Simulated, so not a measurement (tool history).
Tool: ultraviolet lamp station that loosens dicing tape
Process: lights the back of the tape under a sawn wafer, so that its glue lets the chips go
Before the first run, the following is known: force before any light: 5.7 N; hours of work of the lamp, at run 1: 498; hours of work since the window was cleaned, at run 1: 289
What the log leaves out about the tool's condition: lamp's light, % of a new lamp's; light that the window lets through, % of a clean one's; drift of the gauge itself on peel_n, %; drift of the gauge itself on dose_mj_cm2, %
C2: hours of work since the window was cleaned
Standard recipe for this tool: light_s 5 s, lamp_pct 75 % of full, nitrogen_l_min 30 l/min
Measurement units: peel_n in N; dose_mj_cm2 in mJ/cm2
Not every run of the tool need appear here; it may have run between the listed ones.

{"run": 1, "hour": 0.0, "light_s": 5, "lamp_pct": 75, "nitrogen_l_min": 30, "hours of work of the lamp": 498, "C2": 289, "peel_n": 0.667, "dose_mj_cm2": 525}
{"run": 2, "hour": 13.3, "light_s": 5, "lamp_pct": 75, "nitrogen_l_min": 30, "hours of work of the lamp": 506, "C2": 297, "peel_n": 0.65, "dose_mj_cm2": 521}
{"run": 3, "hour": 41.8, "light_s": 5, "lamp_pct": 75, "nitrogen_l_min": 30, "hours of work of the lamp": 523, "C2": 314, "peel_n": 0.656, "dose_mj_cm2": 524}
{"run": 4, "hour": 61.9, "light_s": 5, "lamp_pct": 75, "nitrogen_l_min": 30, "hours of work of the lamp": 535, "C2": 326, "peel_n": 0.639, "dose_mj_cm2": 523}
{"run": 5, "hour": 77.0, "light_s": 8, "lamp_pct": 75, "nitrogen_l_min": 30, "hours of work of the lamp": 544, "C2": 335, "peel_n": 0.251, "dose_mj_cm2": 841}
{"run": 6, "hour": 94.6, "light_s": 5, "lamp_pct": 75, "nitrogen_l_min": 30, "hours of work of the lamp": 555, "C2": 345, "peel_n": 0.663, "dose_mj_cm2": 525}
{"run": 7, "hour": 118.6, "light_s": 5, "lamp_pct": 75, "nitrogen_l_min": 30, "hours of work of the lamp": 569, "C2": 360, "peel_n": 0.643, "dose_mj_cm2": 519}
{"run": 8, "hour": 137.8, "light_s": 5, "lamp_pct": 75, "nitrogen_l_min": 30, "hours of work of the lamp": 580, "C2": 371, "peel_n": 0.635, "dose_mj_cm2": 521}
{"run": 9, "hour": 166.4, "light_s": 5, "lamp_pct": 75, "nitrogen_l_min": 30, "hours of work of the lamp": 597, "C2": 388, "peel_n": 0.652, "dose_mj_cm2": 523}
{"run": 10, "hour": 192.9, "light_s": 5, "lamp_pct": 75, "nitrogen_l_min": 30, "hours of work of the lamp": 613, "C2": 404, "peel_n": 0.655, "dose_mj_cm2": 523}
{"run": 11, "hour": 221.1, "light_s": 5, "lamp_pct": 60, "nitrogen_l_min": 57, "hours of work of the lamp": 630, "C2": 421, "peel_n": 0.703, "dose_mj_cm2": 424}
{"run": 12, "hour": 238.2, "light_s": 5, "lamp_pct": 60, "nitrogen_l_min": 57, "hours of work of the lamp": 640, "C2": 431, "peel_n": 0.723, "dose_mj_cm2": 423}
{"run": 13, "hour": 260.9, "light_s": 5, "lamp_pct": 60, "nitrogen_l_min": 57, "hours of work of the lamp": 653, "C2": 444, "peel_n": 0.695, "dose_mj_cm2": 415}
{"run": 14, "hour": 273.8, "light_s": 5, "lamp_pct": 70, "nitrogen_l_min": 13, "hours of work of the lamp": 661, "C2": 452, "peel_n": 1.23, "dose_mj_cm2": 491}
{"hour": 300.8, "done": "window cleaned of glue's vapour"}
{"run": 15, "hour": 302.0, "light_s": 6, "lamp_pct": 76, "nitrogen_l_min": 29, "hours of work of the lamp": 677, "C2": 1, "peel_n": 0.44, "dose_mj_cm2": 652}
{"run": 16, "hour": 328.8, "light_s": 5, "lamp_pct": 97, "nitrogen_l_min": 44, "hours of work of the lamp": 693, "C2": 17, "peel_n": 0.301, "dose_mj_cm2": 682}
{"run": 17, "hour": 357.0, "light_s": 5, "lamp_pct": 73, "nitrogen_l_min": 47, "hours of work of the lamp": 710, "C2": 33, "peel_n": 0.524, "dose_mj_cm2": 510}
{"run": 18, "hour": 378.8, "light_s": 9, "lamp_pct": 62, "nitrogen_l_min": 12, "hours of work of the lamp": 723, "C2": 46, "peel_n": 0.558, "dose_mj_cm2": 791}
{"hour": 386.4, "done": "lamp changed"}
{"run": 19, "hour": 401.4, "light_s": 9, "lamp_pct": 62, "nitrogen_l_min": 12, "hours of work of the lamp": 9, "C2": 59, "peel_n": 0.54, "dose_mj_cm2": 776}
{"run": 20, "hour": 415.1, "light_s": 8, "lamp_pct": 77, "nitrogen_l_min": 18, "hours of work of the lamp": 17, "C2": 67, "peel_n": 0.328, "dose_mj_cm2": 877}

Alternative continuations, all from the tool just after run 20; predict every row:
{"run": "A", "hour": 432.6, "light_s": 9, "lamp_pct": 75, "nitrogen_l_min": 34, "hours of work of the lamp": 27, "C2": 78, "peel_n": "?", "dose_mj_cm2": "?"}
{"run": "B", "hour": 432.6, "light_s": 8, "lamp_pct": 67, "nitrogen_l_min": 18, "hours of work of the lamp": 27, "C2": 78, "peel_n": "?", "dose_mj_cm2": "?"}
{"run": "C", "hour": 432.6, "light_s": 4, "lamp_pct": 77, "nitrogen_l_min": 18, "hours of work of the lamp": 27, "C2": 78, "peel_n": "?", "dose_mj_cm2": "?"}
{"run": "D", "hour": 432.6, "light_s": 4, "lamp_pct": 65, "nitrogen_l_min": 16, "hours of work of the lamp": 27, "C2": 78, "peel_n": "?", "dose_mj_cm2": "?"}
{"run": "E", "hour": 432.6, "light_s": 6, "lamp_pct": 77, "nitrogen_l_min": 18, "hours of work of the lamp": 27, "C2": 78, "peel_n": "?", "dose_mj_cm2": "?"}

run=A peel_n=0.187 dose_mj_cm2=948
run=B peel_n=0.445 dose_mj_cm2=752
run=C peel_n=1.196 dose_mj_cm2=432
run=D peel_n=1.645 dose_mj_cm2=363
run=E peel_n=0.594 dose_mj_cm2=651
With no hidden state in the tool, these same runs would have given:
run=A peel_n=0.187 dose_mj_cm2=948
run=B peel_n=0.445 dose_mj_cm2=753
run=C peel_n=1.195 dose_mj_cm2=433
run=D peel_n=1.644 dose_mj_cm2=363
run=E peel_n=0.594 dose_mj_cm2=652
